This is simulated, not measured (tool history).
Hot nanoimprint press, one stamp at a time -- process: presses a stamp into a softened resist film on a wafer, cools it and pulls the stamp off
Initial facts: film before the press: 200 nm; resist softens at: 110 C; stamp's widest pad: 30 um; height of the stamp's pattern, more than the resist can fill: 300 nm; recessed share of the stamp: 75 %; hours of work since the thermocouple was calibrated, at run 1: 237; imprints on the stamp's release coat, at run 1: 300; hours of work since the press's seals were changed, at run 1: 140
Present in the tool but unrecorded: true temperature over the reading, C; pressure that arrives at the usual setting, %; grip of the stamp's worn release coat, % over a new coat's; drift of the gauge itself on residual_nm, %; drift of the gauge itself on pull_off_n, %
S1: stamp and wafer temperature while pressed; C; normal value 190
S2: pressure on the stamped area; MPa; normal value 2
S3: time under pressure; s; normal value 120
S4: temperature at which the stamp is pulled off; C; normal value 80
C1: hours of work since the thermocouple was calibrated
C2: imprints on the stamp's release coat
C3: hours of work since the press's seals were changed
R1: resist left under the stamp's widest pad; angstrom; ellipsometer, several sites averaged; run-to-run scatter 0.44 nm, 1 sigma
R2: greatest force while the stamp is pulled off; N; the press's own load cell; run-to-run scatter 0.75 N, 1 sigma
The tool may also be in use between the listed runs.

run,hour,S1,S2,S3,S4,C1,C2,C3,R1,R2
1,0,190,2,120,80,237,300,140,1012,108.5
2,7.4,190,2,120,80,243,323,146,1012,106.5
3,13.9,190,2,120,80,248,343,151,1026,106.8
4,20.4,190,2,120,80,253,363,156,1020,108.1
5,29,190,3.01,120,80,260,389,163,843,107.5
6,38.5,190,3.01,120,80,267,419,170,840,107.3
7,48.1,190,3.01,120,80,274,448,178,842,106.8
8,52.8,190,3.01,120,80,278,463,181,843,108.5
9,57.4,190,1.77,120,80,281,477,185,1084,108.3
10,62.7,190,1.77,120,80,285,493,189,1074,107
11,70.8,190,2,120,80,292,518,195,1021,107.5
12,78.2,182,2,120,80,297,541,201,1299,106.8
13,87.8,182,2,120,87,305,570,208,1294,90.2
# hour 94.4: stamp cleaned and given a new release coat
14,103.1,201,2,120,80,312,26,215,722,107.5
15,108,201,2,120,80,316,41,219,717,106.5
16,117.5,191,2.09,158,74,323,71,226,878,123.1
17,121.7,191,2.09,158,74,326,84,229,876,122
18,128.8,182,2,120,76,332,105,235,1294,115.7
19,135,198,2.22,120,80,336,125,240,751,109
20,144.8,190,2,162,83,344,155,247,915,101.6
21,149.4,199,2,162,83,348,169,251,684,100.9
22,155.5,199,2,126,70,352,188,256,753,130.5
23,160.4,199,2,126,70,356,203,259,751,132
24,167.7,186,2.01,120,80,362,225,265,1148,108.5
25,174.2,186,2.01,120,80,367,245,270,1154,107.3
26,184,188,2,120,69,374,276,277,1084,133.8
27,189,199,1.92,120,80,378,291,281,782,107.6
28,195.1,201,2.36,120,80,383,310,286,664,107.2
29,204.8,193,3.1,112,78,390,340,293,774,113

What if the next run were any one of these 3? Each begins from the tool's condition after run 29:
A,211.2,193,2,99,80,395,360,298,?,?
B,211.2,190,2.11,120,80,395,360,298,?,?
C,211.2,190,2,120,69,395,360,298,?,?

run,R1,R2
A,997,109.1
B,998,107.3
C,1016,133.1
Without the tool's unlogged condition, the same runs would have read:
run,R1,R2
A,996,108.9
B,997,107.1
C,1015,132.8
